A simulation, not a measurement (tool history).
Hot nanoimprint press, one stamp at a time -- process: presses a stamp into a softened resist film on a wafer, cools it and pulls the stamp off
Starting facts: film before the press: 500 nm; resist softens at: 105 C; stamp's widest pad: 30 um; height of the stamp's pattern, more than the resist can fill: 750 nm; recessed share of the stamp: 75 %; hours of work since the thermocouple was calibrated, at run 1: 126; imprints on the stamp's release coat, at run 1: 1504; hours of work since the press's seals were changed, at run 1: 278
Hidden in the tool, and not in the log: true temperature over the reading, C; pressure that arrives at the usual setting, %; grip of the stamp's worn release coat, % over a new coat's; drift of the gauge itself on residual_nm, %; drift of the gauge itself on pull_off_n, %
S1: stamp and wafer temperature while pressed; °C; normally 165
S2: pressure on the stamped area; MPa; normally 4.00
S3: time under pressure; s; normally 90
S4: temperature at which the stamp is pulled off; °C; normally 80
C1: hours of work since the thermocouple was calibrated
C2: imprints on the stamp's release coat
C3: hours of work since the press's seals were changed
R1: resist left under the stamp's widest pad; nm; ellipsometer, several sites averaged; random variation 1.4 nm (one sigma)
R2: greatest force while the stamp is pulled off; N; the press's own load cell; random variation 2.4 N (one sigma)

run   hour   S1    S2   S3  S4   C1    C2   C3     R1   R2
  1    0.0  165  4.00   90  80  126  1504  278  241.4  141
  2    9.0  165  4.00   90  80  130  1522  282  241.3  145
  3   20.9  165  4.00   90  80  136  1545  288  244.5  145
      29.3  -- stamp cleaned and given a new release coat
  4   35.4  157  4.00   90  80  141    12  292  359.4  107
  5   51.4  157  4.00   90  80  149    43  300  363.5  113
  6   65.7  165  4.00   90  80  156    71  307  241.8  118
  7   73.8  159  4.00   90  80  160    86  311  326.9  111
  8   89.8  159  4.00   90  80  168   117  319  327.4  113
  9   98.8  159  4.00   90  80  172   135  324  330.6  115
 10  107.3  159  4.00   90  80  176   151  328  328.9  113
 11  115.5  159  4.00   90  80  180   167  332  329.4  115
 12  132.8  159  4.00   90  80  189   201  341  331.8  110
 13  147.6  159  4.00   90  80  196   229  348  328.1  114
 14  158.8  159  4.00   90  80  202   251  354  330.4  114
 15  175.3  159  4.00   90  80  210   283  362  333.8  118
 16  190.9  177  6.10   65  69  218   313  370  116.3  122
 17  204.9  177  6.10   65  69  225   340  377  117.5  124
 18  213.5  173  5.39   46  81  229   357  381  181.8  113
 19  221.7  175  4.00   55  82  233   373  385  171.9  117
 20  230.3  175  4.00   55  82  238   389  389  171.0  117
     235.0  -- plate thermocouple calibrated
 21  245.4  175  4.00   55  82    5   413  395  173.5  125
 22  260.3  165  6.05  107  80   13   442  403  199.1  123
 23  276.5  171  5.41  149  70   21   473  411  123.2  129
 24  290.7  171  5.41  149  70   28   500  418  122.7  131
 25  300.7  171  5.41  149  70   33   520  423  121.7  130
     308.8  -- plate thermocouple calibrated, once more
 26  313.3  171  5.41  149  70    2   539  428  114.8  133
 27  325.3  171  2.44  149  73    8   562  434  165.7  128
 28  340.2  171  2.44   79  75   16   590  441  216.5  127
 29  354.9  162  3.48   63  87   23   619  448  326.0  121

Alternative continuations, all from the tool just after run 29; predict every row:
  A  367.4  165  4.00  95  66  29  643  455   ?   ?
  B  367.4  153  3.48  53  87  29  643  455   ?   ?
  C  367.4  162  3.47  91  87  29  643  455   ?   ?
  D  367.4  161  3.48  63  87  29  643  455   ?   ?

run     R1   R2
  A  234.5  135
  B  441.8  120
  C  294.2  120
  D  339.5  120
Without the tool's unlogged condition, the same runs would have read:
run     R1   R2
  A  231.4  119
  B  440.2  106
  C  291.1  106
  D  336.5  106
